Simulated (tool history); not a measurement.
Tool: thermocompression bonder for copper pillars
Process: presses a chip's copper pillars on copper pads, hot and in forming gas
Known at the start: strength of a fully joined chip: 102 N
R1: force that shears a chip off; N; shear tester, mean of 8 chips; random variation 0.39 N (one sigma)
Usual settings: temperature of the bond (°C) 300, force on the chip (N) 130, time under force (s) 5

Run 1, hour 0.0: usual settings. Result: R1 32.8 N.
Run 2, hour 22.2: usual settings but force on the chip (N) 171. Result: R1 40.0 N.
Run 3, hour 57.5: usual settings but force on the chip (N) 184. Result: R1 41.8 N.
Run 4, hour 99.0: usual settings but force on the chip (N) 184. Result: R1 41.8 N.
Run 5, hour 140.8: usual settings but force on the chip (N) 184. Result: R1 42.0 N.
Run 6, hour 168.5: usual settings. Result: R1 33.7 N.
Run 7, hour 192.2: usual settings. Result: R1 32.3 N.
Run 8, hour 227.7: usual settings. Result: R1 32.5 N.
Run 9, hour 275.3: usual settings. Result: R1 32.4 N.
Run 10, hour 295.6: usual settings. Result: R1 32.5 N.
Run 11, hour 330.8: usual settings but time under force (s) 3. Result: R1 25.9 N.
Run 12, hour 356.4: usual settings but time under force (s) 3. Result: R1 26.0 N.
Run 13, hour 404.5: usual settings but time under force (s) 3. Result: R1 25.6 N.
At hour 408.1: forming gas filter changed.
Run 14, hour 428.4: usual settings. Result: R1 33.4 N.
Run 15, hour 448.4: usual settings. Result: R1 32.9 N.
Run 16, hour 492.6: usual settings. Result: R1 32.1 N.
Run 17, hour 526.1: usual settings but time under force (s) 4. Result: R1 30.0 N.
Run 18, hour 573.0: usual settings but time under force (s) 4. Result: R1 29.0 N.
At hour 586.9: force cell calibrated.
Run 19, hour 618.1: usual settings but time under force (s) 6. Result: R1 36.9 N.
Run 20, hour 659.7: usual settings but time under force (s) 6. Result: R1 36.6 N.
Run 21, hour 686.5: usual settings but time under force (s) 6. Result: R1 36.1 N.
Run 22, hour 712.5: usual settings but time under force (s) 6. Result: R1 36.7 N.
Run 23, hour 736.1: usual settings but temperature of the bond (°C) 273, force on the chip (N) 184, time under force (s) 6. Result: R1 35.7 N.
Run 24, hour 779.0: usual settings but temperature of the bond (°C) 273, force on the chip (N) 184, time under force (s) 6. Result: R1 34.9 N.
Run 25, hour 806.8: usual settings but temperature of the bond (°C) 271, force on the chip (N) 134, time under force (s) 6. Result: R1 27.9 N.
Run 26, hour 848.5: usual settings but temperature of the bond (°C) 301, force on the chip (N) 175. Result: R1 41.6 N.
Run 27, hour 891.0: usual settings but temperature of the bond (°C) 301, force on the chip (N) 175. Result: R1 40.5 N.
Run 28, hour 932.4: usual settings but temperature of the bond (°C) 280, force on the chip (N) 103. Result: R1 22.6 N.
At hour 955.4: forming gas filter changed.
Run 29, hour 965.5: usual settings but temperature of the bond (°C) 280, force on the chip (N) 103. Result: R1 23.4 N.
Run 30, hour 986.8: usual settings but temperature of the bond (°C) 311, force on the chip (N) 156, time under force (s) 9. Result: R1 51.7 N.
Run 31, hour 1021.1: usual settings but temperature of the bond (°C) 311, force on the chip (N) 156, time under force (s) 9. Result: R1 51.5 N.
Run 32, hour 1064.5: usual settings but temperature of the bond (°C) 274, force on the chip (N) 158, time under force (s) 14. Result: R1 44.3 N.
Run 33, hour 1089.5: usual settings but temperature of the bond (°C) 319, force on the chip (N) 116, time under force (s) 6. Result: R1 39.4 N.
Run 34, hour 1135.3: usual settings but temperature of the bond (°C) 305, force on the chip (N) 170, time under force (s) 10. Result: R1 53.8 N.
Run 35, hour 1170.4: usual settings but temperature of the bond (°C) 305, force on the chip (N) 170, time under force (s) 10. Result: R1 53.3 N.
Run 36, hour 1199.1: usual settings but temperature of the bond (°C) 305, force on the chip (N) 170, time under force (s) 10. Result: R1 53.7 N.
Run 37, hour 1218.9: usual settings but temperature of the bond (°C) 286, force on the chip (N) 161, time under force (s) 7. Result: R1 38.6 N.
Run 38, hour 1265.4: usual settings but temperature of the bond (°C) 286, force on the chip (N) 161, time under force (s) 7. Result: R1 37.9 N.
Run 39, hour 1295.0: usual settings but temperature of the bond (°C) 286, force on the chip (N) 161, time under force (s) 7. Result: R1 37.7 N.

Forecast each of these 5 alternatives for the next run:
Run A, hour 1340.0: usual settings but force on the chip (N) 138. Result: R1 ?.
Run B, hour 1340.0: usual settings but temperature of the bond (°C) 321, force on the chip (N) 161, time under force (s) 4. Result: R1 ?.
Run C, hour 1340.0: usual settings but temperature of the bond (°C) 286, force on the chip (N) 161, time under force (s) 8. Result: R1 ?.
Run D, hour 1340.0: usual settings but force on the chip (N) 164, time under force (s) 8. Result: R1 ?.
Run E, hour 1340.0: usual settings but temperature of the bond (°C) 327, force on the chip (N) 188, time under force (s) 3. Result: R1 ?.

run    R1
  A  33.0
  B  41.9
  C  39.8
  D  45.6
  E  43.3
Without the tool's hidden state the same runs would have given:
run    R1
  A  38.0
  B  47.4
  C  45.7
  D  51.7
  E  49.0
